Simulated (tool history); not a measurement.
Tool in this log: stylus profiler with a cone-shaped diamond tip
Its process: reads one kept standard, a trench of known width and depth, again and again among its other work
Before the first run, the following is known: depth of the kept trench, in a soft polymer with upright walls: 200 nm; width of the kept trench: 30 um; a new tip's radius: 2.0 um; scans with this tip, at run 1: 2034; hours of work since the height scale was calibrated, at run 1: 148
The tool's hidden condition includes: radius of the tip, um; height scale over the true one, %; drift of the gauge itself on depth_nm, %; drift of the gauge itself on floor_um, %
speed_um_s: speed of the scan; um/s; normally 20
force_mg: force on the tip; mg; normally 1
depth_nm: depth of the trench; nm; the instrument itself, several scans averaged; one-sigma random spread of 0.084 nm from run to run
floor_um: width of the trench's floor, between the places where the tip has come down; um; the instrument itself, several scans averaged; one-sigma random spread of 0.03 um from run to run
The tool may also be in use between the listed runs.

| run | day | speed_um_s | force_mg | scans with this tip | hours of work since the height scale was calibrated | depth_nm | floor_um |
|---|---|---|---|---|---|---|---|
| 1 | 0 | 20 | 1 | 2034 | 148 | 201.33 | 28.03 |
| 2 | 0.85 | 20 | 1 | 2223 | 162 | 201.34 | 28.1 |
| 3 | 1.733 | 20 | 1 | 2418 | 176 | 201.51 | 28.05 |
| 4 | 2.367 | 20 | 1.55 | 2559 | 187 | 201.86 | 28.07 |
| 5 | 2.912 | 20 | 1.55 | 2680 | 195 | 201.87 | 28.02 |
| 6 | 3.742 | 20 | 0.95 | 2864 | 209 | 201.27 | 28.02 |
| 7 | 4.467 | 10 | 0.95 | 3025 | 220 | 201.34 | 28.05 |
| 8 | 5.142 | 10 | 0.95 | 3174 | 231 | 201.24 | 28.08 |
| 9 | 5.667 | 20 | 1 | 3291 | 240 | 201.26 | 27.98 |
| 10 | 6.642 | 20 | 1 | 3507 | 256 | 201.36 | 28.02 |
| 11 | 7.062 | 20 | 1 | 3600 | 262 | 201.28 | 27.96 |
| 12 | 7.512 | 20 | 1 | 3700 | 270 | 201.34 | 28 |
| 13 | 8.283 | 20 | 1 | 3871 | 282 | 201.19 | 27.96 |
| 14 | 9.242 | 20 | 1 | 4084 | 298 | 201.29 | 27.98 |
| 15 | 9.946 | 20 | 0.58 | 4240 | 309 | 200.99 | 27.91 |
| 16 | 10.35 | 20 | 0.58 | 4330 | 316 | 200.87 | 27.93 |
| 17 | 10.85 | 20 | 0.58 | 4441 | 324 | 200.79 | 27.91 |
| 18 | 11.767 | 20 | 0.58 | 4644 | 338 | 200.85 | 27.96 |
| 19 | 12.692 | 20 | 1 | 4849 | 353 | 201.16 | 27.95 |
| 20 | 13.317 | 20 | 1 | 4988 | 364 | 201.37 | 27.94 |
| 21 | 14.192 | 20 | 1 | 5181 | 378 | 201.28 | 27.88 |
| 22 | 14.979 | 24 | 1 | 5356 | 390 | 201.23 | 27.85 |
| 23 | 15.529 | 20 | 0.7 | 5478 | 399 | 200.79 | 27.92 |
| 24 | 16.05 | 10 | 0.51 | 5594 | 408 | 200.62 | 27.95 |
| 25 | 16.833 | 10 | 0.51 | 5768 | 420 | 200.68 | 27.89 |
| 26 | 17.608 | 10 | 0.51 | 5939 | 433 | 200.64 | 27.88 |
| 27 | 18.512 | 10 | 0.51 | 6140 | 448 | 200.84 | 27.89 |
| 28 | 19.504 | 51 | 1.83 | 6360 | 464 | 202.01 | 27.78 |
| 29 | 20.342 | 9 | 0.39 | 6546 | 477 | 200.39 | 27.89 |
| 30 | 20.808 | 8 | 0.41 | 6649 | 485 | 200.43 | 27.94 |
| 31 | 21.254 | 66 | 0.63 | 6749 | 492 | 200.84 | 27.61 |
| 32 | 22.112 | 40 | 0.42 | 6939 | 506 | 200.51 | 27.65 |
| 33 | 22.812 | 40 | 0.96 | 7094 | 517 | 201.2 | 27.74 |
| 34 | 23.483 | 68 | 1.17 | 7242 | 528 | 201.4 | 27.65 |
| 35 | 24.408 | 17 | 0.36 | 7448 | 543 | 200.31 | 27.76 |
| 36 | 25.025 | 17 | 0.36 | 7584 | 553 | 200.39 | 27.77 |
| 37 | 25.662 | 17 | 0.36 | 7726 | 563 | 200.28 | 27.72 |
| 38 | 26.408 | 17 | 0.36 | 7891 | 575 | 200.29 | 27.72 |
| 39 | 27.038 | 17 | 0.36 | 8031 | 585 | 200.36 | 27.77 |
| 40 | 27.842 | 45 | 0.36 | 8209 | 598 | 200.25 | 27.52 |
| 41 | 28.375 | 51 | 0.61 | 8328 | 607 | 200.64 | 27.6 |
| 42 | 28.946 | 51 | 0.61 | 8455 | 616 | 200.53 | 27.54 |
| 43 | 29.742 | 10 | 2.63 | 8631 | 629 | 202.29 | 27.84 |
| 44 | 30.45 | 10 | 2.63 | 8788 | 641 | 202.51 | 27.87 |
| 45 | 31.058 | 27 | 0.78 | 8924 | 650 | 200.87 | 27.71 |
| 46 | 31.575 | 27 | 0.78 | 9037 | 659 | 200.81 | 27.69 |

What would each run have given without the hidden state, its run-to-run variation left as it was?
| run | depth_nm | floor_um |
|---|---|---|
| 1 | 201.47 | 28.14 |
| 2 | 201.49 | 28.22 |
| 3 | 201.67 | 28.18 |
| 4 | 202.03 | 28.21 |
| 5 | 202.05 | 28.16 |
| 6 | 201.45 | 28.17 |
| 7 | 201.54 | 28.21 |
| 8 | 201.44 | 28.24 |
| 9 | 201.47 | 28.15 |
| 10 | 201.58 | 28.2 |
| 11 | 201.51 | 28.15 |
| 12 | 201.56 | 28.18 |
| 13 | 201.43 | 28.15 |
| 14 | 201.54 | 28.19 |
| 15 | 201.25 | 28.12 |
| 16 | 201.13 | 28.14 |
| 17 | 201.06 | 28.13 |
| 18 | 201.13 | 28.19 |
| 19 | 201.45 | 28.19 |
| 20 | 201.67 | 28.19 |
| 21 | 201.59 | 28.13 |
| 22 | 201.55 | 28.11 |
| 23 | 201.11 | 28.19 |
| 24 | 200.94 | 28.23 |
| 25 | 201.02 | 28.17 |
| 26 | 200.99 | 28.16 |
| 27 | 201.2 | 28.19 |
| 28 | 202.38 | 28.09 |
| 29 | 200.77 | 28.2 |
| 30 | 200.81 | 28.26 |
| 31 | 201.23 | 27.93 |
| 32 | 200.9 | 27.98 |
| 33 | 201.61 | 28.07 |
| 34 | 201.82 | 27.99 |
| 35 | 200.74 | 28.11 |
| 36 | 200.82 | 28.12 |
| 37 | 200.72 | 28.08 |
| 38 | 200.74 | 28.1 |
| 39 | 200.81 | 28.15 |
| 40 | 200.72 | 27.91 |
| 41 | 201.11 | 27.99 |
| 42 | 201 | 27.94 |
| 43 | 202.78 | 28.24 |
| 44 | 203.01 | 28.28 |
| 45 | 201.37 | 28.13 |
| 46 | 201.32 | 28.11 |

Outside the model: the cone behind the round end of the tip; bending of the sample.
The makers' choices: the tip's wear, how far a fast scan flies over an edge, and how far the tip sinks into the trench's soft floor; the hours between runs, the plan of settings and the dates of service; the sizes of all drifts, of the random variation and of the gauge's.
